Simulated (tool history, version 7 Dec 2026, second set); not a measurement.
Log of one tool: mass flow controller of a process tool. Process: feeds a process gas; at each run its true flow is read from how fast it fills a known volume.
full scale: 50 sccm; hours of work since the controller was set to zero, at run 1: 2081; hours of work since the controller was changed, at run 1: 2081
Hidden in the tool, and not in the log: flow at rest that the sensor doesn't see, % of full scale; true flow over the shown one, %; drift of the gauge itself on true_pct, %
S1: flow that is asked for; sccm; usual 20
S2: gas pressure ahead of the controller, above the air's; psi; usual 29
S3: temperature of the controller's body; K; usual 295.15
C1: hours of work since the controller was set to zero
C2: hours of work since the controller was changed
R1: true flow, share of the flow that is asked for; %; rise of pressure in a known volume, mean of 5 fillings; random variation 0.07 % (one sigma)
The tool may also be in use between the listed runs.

| run | day | S1 | S2 | S3 | C1 | C2 | R1 |
|---|---|---|---|---|---|---|---|
| 1 | 0 | 20 | 29 | 295.15 | 2081 | 2081 | 97.8 |
| 2 | 7.471 | 20 | 29 | 295.15 | 2137 | 2137 | 97.69 |
| 3 | 15.5 | 20 | 29 | 295.15 | 2196 | 2196 | 97.71 |
| 4 | 29.292 | 20 | 29 | 295.15 | 2299 | 2299 | 97.86 |
| 5 | 44.754 | 20 | 29 | 295.15 | 2414 | 2414 | 97.62 |
| 6 | 57.079 | 20 | 29 | 311.15 | 2505 | 2505 | 99.03 |
| 7 | 68.467 | 20 | 29 | 309.15 | 2590 | 2590 | 98.85 |
| 8 | 84.15 | 20 | 29 | 298.15 | 2707 | 2707 | 98.09 |
| 9 | 100.604 | 20 | 29 | 298.15 | 2829 | 2829 | 98.12 |
| 10 | 108.388 | 20 | 29 | 298.15 | 2887 | 2887 | 98.12 |
| 11 | 122.967 | 20 | 29 | 298.15 | 2995 | 2995 | 98.1 |
| 12 | 131.592 | 20 | 29 | 295.15 | 3059 | 3059 | 97.89 |
| 13 | 148.762 | 20 | 29 | 295.15 | 3187 | 3187 | 97.9 |
| 14 | 164.279 | 6 | 29.9 | 312.15 | 3302 | 3302 | 100.65 |
| 15 | 174.45 | 6 | 29.9 | 312.15 | 3377 | 3377 | 100.71 |
| 16 | 192.725 | 7 | 29 | 309.15 | 3513 | 3513 | 100.18 |
| 17 | 203.229 | 9 | 27 | 301.15 | 3591 | 3591 | 99.05 |
| 18 | 220.129 | 47 | 33.8 | 300.15 | 3717 | 3717 | 99.14 |
| 19 | 234.367 | 47 | 33.8 | 300.15 | 3823 | 3823 | 99.19 |
| 20 | 243.05 | 20 | 29.3 | 295.15 | 3887 | 3887 | 97.95 |
| 21 | 258.4 | 9 | 24.1 | 306.15 | 4001 | 4001 | 99.87 |
| 22 | 276.888 | 20 | 21.9 | 302.15 | 4139 | 4139 | 98.9 |
| 23 | 289.212 | 17 | 34.8 | 295.15 | 4230 | 4230 | 97.58 |

Run 24 comes next. What will it give?
| 24 | 303.729 | 21 | 29 | 311.15 | 4338 | 4338 | ? |

Run 24 gave R1 99.45 %.
Without the tool's hidden state the same run would have given R1 99.34 %.
